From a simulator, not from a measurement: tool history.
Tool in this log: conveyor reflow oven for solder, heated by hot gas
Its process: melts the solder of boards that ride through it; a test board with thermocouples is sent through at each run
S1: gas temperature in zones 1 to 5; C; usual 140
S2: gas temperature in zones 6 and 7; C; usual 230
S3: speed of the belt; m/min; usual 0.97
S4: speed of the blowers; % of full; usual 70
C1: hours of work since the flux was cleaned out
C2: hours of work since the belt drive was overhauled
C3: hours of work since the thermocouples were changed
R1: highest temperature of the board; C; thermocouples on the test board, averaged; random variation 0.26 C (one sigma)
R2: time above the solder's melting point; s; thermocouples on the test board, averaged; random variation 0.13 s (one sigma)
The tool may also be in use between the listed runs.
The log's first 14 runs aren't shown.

run   hour   S1   S2     S3  S4   C1   C2   C3     R1    R2
 15  194.9  127  221   0.97  70   13  346  363  202.3  25.3
 16  214.1  127  221   0.97  70   25  358  375  202.5  25.2
 17  230.3  147  220  1.054  71   35  368  385  202.8  27.8
 18    247  141  220  0.793  56   46  379  396  205.9  39.3
 19  264.9  142  220  1.074  56   57  390  407  197.2  20.5
 20  275.3  140  230   0.97  80   64  397  413  213.6  36.2
 21  295.2  140  221   0.97  70   76  409  426  204.3  29.5
 22  312.8  131  244  0.881  70   87  420  437  225.2  43.5
 23  324.9  128  230  1.046  70   95  428  445  206.4  25.8
 24  337.2  128  230  1.046  70  103  436  452  206.3  25.8
 25    353  128  230  1.046  70  113  446  462  206.4  25.9
 26  362.3  154  229  0.856  82  118  451  468    218  48.2
 27  380.2  140  230  0.833  70  130  463  480  215.3  43.5
 28  394.3  136  230  0.966  61  139  472  488    208  30.9
 29  408.8  149  230  0.967  70  148  481  498    213  37.6
 30  420.7  149  230  0.967  70  155  488  505  212.8  37.8
 31  434.6  154  241  1.045  70  164  497  514  220.3  39.5
 32  449.7  132  244  1.045  73  173  506  523  218.7  33.4

Below are 3 alternative next runs, each starting from the tool's condition after run 32. Predict each:
  A  468.9  153  244  1.045  73  186  519  535   ?   ?
  B  468.9  140  223  1.015  70  186  519  535   ?   ?
  C  468.9  149  230  1.145  70  186  519  535   ?   ?

run     R1    R2
  A  222.9  40.4
  B  203.2  27.1
  C  207.3  27.9
Take away the tool's hidden state, keep each run's random variation, and the runs would have read:
run     R1    R2
  A  226.1  41.2
  B  206.2  29.4
  C  210.4  29.7
